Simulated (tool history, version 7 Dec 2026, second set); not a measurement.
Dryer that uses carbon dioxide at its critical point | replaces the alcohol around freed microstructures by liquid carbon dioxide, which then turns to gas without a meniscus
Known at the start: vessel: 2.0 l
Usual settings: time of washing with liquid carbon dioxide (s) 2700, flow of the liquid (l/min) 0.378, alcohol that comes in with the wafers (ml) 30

run	day	time of washing with liquid carbon dioxide (s)	flow of the liquid (l/min)	alcohol that comes in with the wafers (ml)	alcohol left in the vessel before it's heated (ppm by volume)
1	0.000	2700	0.378	30	42
2	0.512	2700	0.255	30	198
3	1.367	2700	0.289	30	124
4	2.317	2700	0.289	30	129
5	3.338	2700	0.289	30	123
6	4.279	2700	0.289	30	137
7	4.871	2700	0.378	30	53
8	5.846	2700	0.378	30	60
9	6.771	2700	0.378	30	51
10	7.892	2700	0.378	30	56
11	8.500	2700	0.378	30	63
12	9.062	2700	0.378	30	64
13	9.871	2700	0.378	30	67
14	10.438	2700	0.378	30	71
15	11.550	2700	0.442	30	45
# day 12.100: inlet filter changed
16	12.704	2700	0.442	30	52
17	13.696	2700	0.378	58	73
18	14.517	2700	0.378	30	71
19	15.612	2700	0.378	30	75
20	16.608	2700	0.378	30	67
21	17.338	2700	0.378	30	61
22	18.083	2700	0.378	30	71
23	18.950	2700	0.378	30	70
24	19.638	2700	0.242	30	202
25	20.808	2400	0.291	93	397
26	21.733	3120	0.240	30	143
27	22.533	2940	0.474	32	65
28	23.167	1860	0.313	113	1008
29	24.021	3600	0.457	113	72
30	25.017	2220	0.494	98	92
31	26.204	3120	0.342	77	86
32	27.342	3120	0.400	58	78
33	27.992	3120	0.536	23	84
34	28.996	3120	0.536	23	75
35	29.721	3420	0.354	23	78
36	30.488	3420	0.354	23	87
37	31.342	3420	0.476	27	82
38	32.129	3420	0.252	27	127
39	32.683	3420	0.252	27	127

Run 40 comes next. What will it give?
40	33.862	3060	0.373	68	?

alcohol left in the vessel before it's heated (ppm by volume): 93
Without the tool's hidden state the same run would have given alcohol left in the vessel before it's heated (ppm by volume) 7.
